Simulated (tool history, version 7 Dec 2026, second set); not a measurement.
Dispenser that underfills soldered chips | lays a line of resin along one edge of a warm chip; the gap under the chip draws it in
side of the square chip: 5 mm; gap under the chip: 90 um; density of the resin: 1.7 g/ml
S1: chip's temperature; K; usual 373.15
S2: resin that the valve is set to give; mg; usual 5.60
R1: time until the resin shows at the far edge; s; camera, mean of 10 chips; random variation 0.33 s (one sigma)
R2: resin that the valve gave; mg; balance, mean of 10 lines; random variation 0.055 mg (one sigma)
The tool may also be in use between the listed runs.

run   hour      S1    S2    R1    R2
  1    0.0  373.15  5.60  19.1  5.30
  2    3.2  373.15  5.60  21.0  5.30
       7.1  -- new syringe of resin
  3    9.3  373.15  5.60  14.1  5.28
  4   15.8  379.15  5.60  14.7  5.32
  5   19.7  373.15  5.60  22.1  5.29
      22.3  -- new syringe of resin
  6   24.4  373.15  7.03  14.1  6.55
  7   31.6  373.15  7.03  17.5  6.43
      37.9  -- new syringe of resin
  8   38.3  373.15  5.60  13.7  5.23
  9   42.5  373.15  5.60  16.0  5.20
 10   48.8  373.15  5.60  21.3  5.23
      53.2  -- new syringe of resin
 11   54.8  373.15  5.60  14.9  5.07
 12   57.9  364.15  5.60  24.9  5.18
 13   61.0  362.15  5.60  30.2  5.21
 14   67.9  362.15  5.60  38.9  5.14
      68.6  -- new syringe of resin
 15   73.6  361.15  5.60  28.2  5.10
 16   79.8  373.15  5.60  21.7  5.06
      84.1  -- new syringe of resin
 17   85.4  373.15  5.60  14.8  4.98
 18   91.4  373.15  5.60  18.1  4.99
 19   95.5  378.15  6.05  17.0  5.44
      99.5  -- new syringe of resin
 20   99.7  382.15  6.16   9.3  5.58
 21  103.6  372.15  5.89  16.6  5.24
 22  110.0  385.15  5.63  12.5  4.97
     114.9  -- new syringe of resin
 23  115.0  362.15  5.60  22.9  5.10
 24  119.6  386.15  6.44   9.6  5.75
 25  124.6  373.15  5.61  20.3  4.94
 26  129.1  373.15  5.61  23.2  4.84
     130.2  -- new syringe of resin
     131.8  -- dispensing valve cleaned and set on the balance
 27  136.2  380.15  5.09  13.1  5.07
 28  140.8  373.15  4.81  21.1  4.76
 29  145.4  373.15  4.81  24.1  4.76
     147.1  -- new syringe of resin
 30  150.7  382.15  4.86  11.3  4.83
 31  157.8  367.15  4.89  28.1  4.69
     162.6  -- new syringe of resin
 32  165.4  367.15  4.89  21.2  4.79
 33  169.3  380.15  5.20  13.0  5.06
 34  175.9  380.15  5.20  17.4  5.05
     178.4  -- new syringe of resin
 35  182.1  362.15  5.60  25.9  5.51

5 ways to go on from here, each from the tool as it stands after run 35. What would each give?
  A  188.1  362.15  4.97   ?   ?
  B  188.1  369.15  5.60   ?   ?
  C  188.1  361.15  5.48   ?   ?
  D  188.1  359.15  4.89   ?   ?
  E  188.1  373.15  6.75   ?   ?

run    R1    R2
  A  33.5  4.89
  B  23.2  5.41
  C  33.3  5.33
  D  37.7  4.71
  E  19.3  6.62
Without the tool's hidden state the same runs would have given:
run    R1    R2
  A  22.6  5.02
  B  15.7  5.56
  C  22.5  5.47
  D  25.4  4.84
  E  13.3  6.80
